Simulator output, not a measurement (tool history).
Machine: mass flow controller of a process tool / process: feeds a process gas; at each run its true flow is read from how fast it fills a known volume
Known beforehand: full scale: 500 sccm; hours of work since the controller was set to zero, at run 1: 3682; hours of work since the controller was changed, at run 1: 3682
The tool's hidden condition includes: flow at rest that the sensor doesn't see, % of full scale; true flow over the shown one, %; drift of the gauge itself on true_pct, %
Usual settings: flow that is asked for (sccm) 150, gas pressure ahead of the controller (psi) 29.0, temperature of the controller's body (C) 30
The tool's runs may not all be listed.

run     hour  flow that is asked for (sccm)  gas pressure ahead of the controller (psi)  temperature of the controller's body (C)  hours of work since the controller was set to zero  hours of work since the controller was changed  true flow (%)
  1      0.0                            150                                        29.0                                        30                                                3682                                            3682         100.92
  2    158.8                            150                                        29.0                                        30                                                3776                                            3776         101.04
  3    419.0                            150                                        29.0                                        30                                                3929                                            3929         101.05
  4    695.9                            150                                        29.0                                        30                                                4092                                            4092         101.21
  5   1009.1                            150                                        29.0                                        30                                                4276                                            4276         101.38
  6   1339.0                            150                                        29.0                                        30                                                4470                                            4470         101.15
  7   1623.9                            150                                        29.0                                        30                                                4638                                            4638         101.31
  8   1899.5                            150                                        29.0                                        30                                                4800                                            4800         101.31
  9   2183.7                            150                                        28.3                                        30                                                4967                                            4967         101.57
 10   2490.2                            100                                        29.0                                        30                                                5148                                            5148         103.00
 11   2789.2                            100                                        29.0                                        30                                                5323                                            5323         103.26
 12   3094.0                             87                                        29.0                                        30                                                5503                                            5503         103.98
 13   3300.8                             87                                        29.0                                        30                                                5625                                            5625         104.05
 14   3645.0                             87                                        29.0                                        30                                                5827                                            5827         104.35
 15   3871.6                            150                                        29.0                                        22                                                5960                                            5960         102.41
 16   4211.6                            150                                        29.0                                        22                                                6160                                            6160         102.56
 17   4572.6                            134                                        29.0                                        30                                                6373                                            6373         102.53
 18   4734.3                            134                                        22.3                                        30                                                6468                                            6468         102.63
 19   4899.4                            134                                        22.3                                        30                                                6565                                            6565         102.80
 20   5253.6                            150                                        29.0                                        24                                                6773                                            6773         102.67
 21   5495.4                            150                                        29.0                                        30                                                6916                                            6916         102.40
 22   5809.1                            150                                        29.0                                        30                                                7100                                            7100         102.51
 23   6151.3                            150                                        29.0                                        30                                                7302                                            7302         102.67
 24   6408.7                            150                                        29.0                                        30                                                7453                                            7453         102.65
 25   6778.4                             82                                        39.6                                        30                                                7671                                            7671         106.21
 26   7032.8                            112                                        31.2                                        32                                                7820                                            7820         104.25
 27   7274.2                            112                                        31.2                                        32                                                7962                                            7962         104.09
      7497.0  -- controller's zero set anew
 28   7523.8                            183                                        32.8                                        31                                                  16                                            8109          98.27
 29   7793.4                            144                                        32.8                                        35                                                 174                                            8267          98.13
 30   7960.0                            150                                        29.0                                        29                                                 272                                            8365          98.47
 31   8215.8                            257                                        30.2                                        31                                                 423                                            8516          98.52
 32   8406.1                            150                                        38.7                                        21                                                 535                                            8628          99.03
 33   8618.3                            150                                        38.7                                        21                                                 660                                            8753          99.11
 34   8815.1                             51                                        29.0                                        30                                                 776                                            8869          99.46
 35   9056.4                             50                                        29.0                                        30                                                 917                                            9010          99.79
 36   9372.1                             50                                        29.0                                        30                                                1103                                            9196         100.05
 37   9533.2                             50                                        29.0                                        30                                                1198                                            9291         100.14
 38   9744.1                             50                                        37.7                                        30                                                1322                                            9415         100.41
 39  10116.7                             50                                        37.7                                        30                                                1541                                            9634         100.68
 40  10316.6                            287                                        25.4                                        26                                                1659                                            9752          99.06
 41  10647.9                            287                                        25.4                                        22                                                1854                                            9947          99.39
 42  10863.3                            287                                        25.4                                        22                                                1981                                           10074          99.34
 43  11104.6                            287                                        25.4                                        22                                                2123                                           10216          99.42
 44  11372.6                            287                                        25.4                                        22                                                2280                                           10373          99.48
 45  11624.5                            287                                        25.4                                        22                                                2428                                           10521          99.58
 46  11902.9                            287                                        27.4                                        22                                                2592                                           10685          99.53

Measured less the same run without the tool's hidden state. The same run-to-run variation is in both; the gauge's scatter may not be:
run  true flow (%)
  1          +1.80
  2          +1.85
  3          +1.90
  4          +1.99
  5          +2.08
  6          +2.16
  7          +2.23
  8          +2.31
  9          +2.39
 10          +3.97
 11          +4.09
 12          +4.96
 13          +5.07
 14          +5.25
 15          +2.84
 16          +2.94
 17          +3.48
 18          +3.52
 19          +3.58
 20          +3.20
 21          +3.28
 22          +3.37
 23          +3.45
 24          +3.52
 25          +7.31
 26          +5.24
 27          +5.33
 28          -0.83
 29          -0.73
 30          -0.70
 31          -0.74
 32          -0.57
 33          -0.51
 34          +0.52
 35          +0.76
 36          +1.06
 37          +1.23
 38          +1.43
 39          +1.80
 40          -0.52
 41          -0.49
 42          -0.47
 43          -0.44
 44          -0.41
 45          -0.38
 46          -0.35
